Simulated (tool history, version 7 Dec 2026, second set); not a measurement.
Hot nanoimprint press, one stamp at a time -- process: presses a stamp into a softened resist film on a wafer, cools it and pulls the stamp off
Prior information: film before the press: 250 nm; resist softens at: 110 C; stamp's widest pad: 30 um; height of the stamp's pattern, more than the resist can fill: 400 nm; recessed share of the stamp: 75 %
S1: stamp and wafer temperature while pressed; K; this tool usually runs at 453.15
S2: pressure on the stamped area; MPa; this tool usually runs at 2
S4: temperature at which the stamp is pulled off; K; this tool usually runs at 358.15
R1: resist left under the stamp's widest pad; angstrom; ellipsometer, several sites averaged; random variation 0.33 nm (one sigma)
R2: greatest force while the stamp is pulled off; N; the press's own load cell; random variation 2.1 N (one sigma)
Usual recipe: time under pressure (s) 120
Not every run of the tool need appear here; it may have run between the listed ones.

{"run": 1, "hour": 0.0, "S1": 453.15, "S2": 2, "time under pressure (s)": 120, "S4": 358.15, "R1": 1188, "R2": 98}
{"run": 2, "hour": 71.0, "S1": 453.15, "S2": 2, "time under pressure (s)": 180, "S4": 358.15, "R1": 1030, "R2": 97}
{"run": 3, "hour": 167.8, "S1": 453.15, "S2": 2, "time under pressure (s)": 180, "S4": 358.15, "R1": 1035, "R2": 102}
{"run": 4, "hour": 234.6, "S1": 453.15, "S2": 2, "time under pressure (s)": 180, "S4": 358.15, "R1": 1036, "R2": 97}
{"hour": 270.1, "done": "plate thermocouple calibrated"}
{"run": 5, "hour": 289.3, "S1": 453.15, "S2": 2, "time under pressure (s)": 180, "S4": 358.15, "R1": 1030, "R2": 92}
{"hour": 332.6, "done": "stamp cleaned and given a new release coat"}
{"run": 6, "hour": 350.5, "S1": 453.15, "S2": 2, "time under pressure (s)": 120, "S4": 358.15, "R1": 1192, "R2": 98}
{"run": 7, "hour": 392.8, "S1": 453.15, "S2": 2.02, "time under pressure (s)": 120, "S4": 358.15, "R1": 1190, "R2": 98}
{"run": 8, "hour": 449.6, "S1": 453.15, "S2": 2, "time under pressure (s)": 120, "S4": 358.15, "R1": 1190, "R2": 96}
{"run": 9, "hour": 535.1, "S1": 453.15, "S2": 2, "time under pressure (s)": 193, "S4": 358.15, "R1": 1014, "R2": 100}

What does the tool deliver on the next run?
{"run": 10, "hour": 634.9, "S1": 453.15, "S2": 2, "time under pressure (s)": 193, "S4": 358.15, "R1": "?", "R2": "?"}

Logged for run 10: R1 1012 angstrom, R2 100 N.
Had the tool carried no hidden state, the very same run would have given R1 1006 angstrom, R2 100 N.
